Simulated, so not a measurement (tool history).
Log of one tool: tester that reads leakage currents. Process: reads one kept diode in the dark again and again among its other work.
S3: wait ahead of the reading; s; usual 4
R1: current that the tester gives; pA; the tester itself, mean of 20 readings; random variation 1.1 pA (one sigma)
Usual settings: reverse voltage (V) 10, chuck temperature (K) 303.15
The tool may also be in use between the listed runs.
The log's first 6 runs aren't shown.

run 7 hour=397.8 | reverse_voltage_(V)=10 chuck_temperature_(K)=303.15 S3=4 | R1=376.65
run 8 hour=474.2 | reverse_voltage_(V)=10 chuck_temperature_(K)=303.15 S3=4 | R1=376.92
run 9 hour=520.1 | reverse_voltage_(V)=10 chuck_temperature_(K)=299.15 S3=4 | R1=272.19
run 10 hour=589 | reverse_voltage_(V)=10 chuck_temperature_(K)=303.15 S3=4 | R1=377.35
run 11 hour=635 | reverse_voltage_(V)=10 chuck_temperature_(K)=303.15 S3=4 | R1=375.91
run 12 hour=696.9 | reverse_voltage_(V)=10 chuck_temperature_(K)=303.15 S3=4 | R1=376.39
run 13 hour=752.1 | reverse_voltage_(V)=10 chuck_temperature_(K)=303.15 S3=4 | R1=378.79
run 14 hour=818 | reverse_voltage_(V)=10 chuck_temperature_(K)=303.15 S3=4 | R1=376.42
run 15 hour=855.2 | reverse_voltage_(V)=10 chuck_temperature_(K)=303.15 S3=4 | R1=376.26
run 16 hour=905.5 | reverse_voltage_(V)=10 chuck_temperature_(K)=303.15 S3=4 | R1=377.05
run 17 hour=956.6 | reverse_voltage_(V)=10 chuck_temperature_(K)=303.15 S3=4 | R1=376.38
run 18 hour=1022.6 | reverse_voltage_(V)=10 chuck_temperature_(K)=303.15 S3=4 | R1=378.31
run 19 hour=1076.9 | reverse_voltage_(V)=10 chuck_temperature_(K)=303.15 S3=4 | R1=376.64
run 20 hour=1124.7 | reverse_voltage_(V)=9.8 chuck_temperature_(K)=302.15 S3=2.03 | R1=343.25
run 21 hour=1169.2 | reverse_voltage_(V)=19.2 chuck_temperature_(K)=312.15 S3=1.44 | R1=1044.38

Run 22 comes next. What will it give?
run 22 hour=1206.9 | reverse_voltage_(V)=19.2 chuck_temperature_(K)=312.15 S3=1.44 | R1=?

R1: 1041.71 pA
Without the tool's hidden state the same run would have given R1 1052.01 pA.
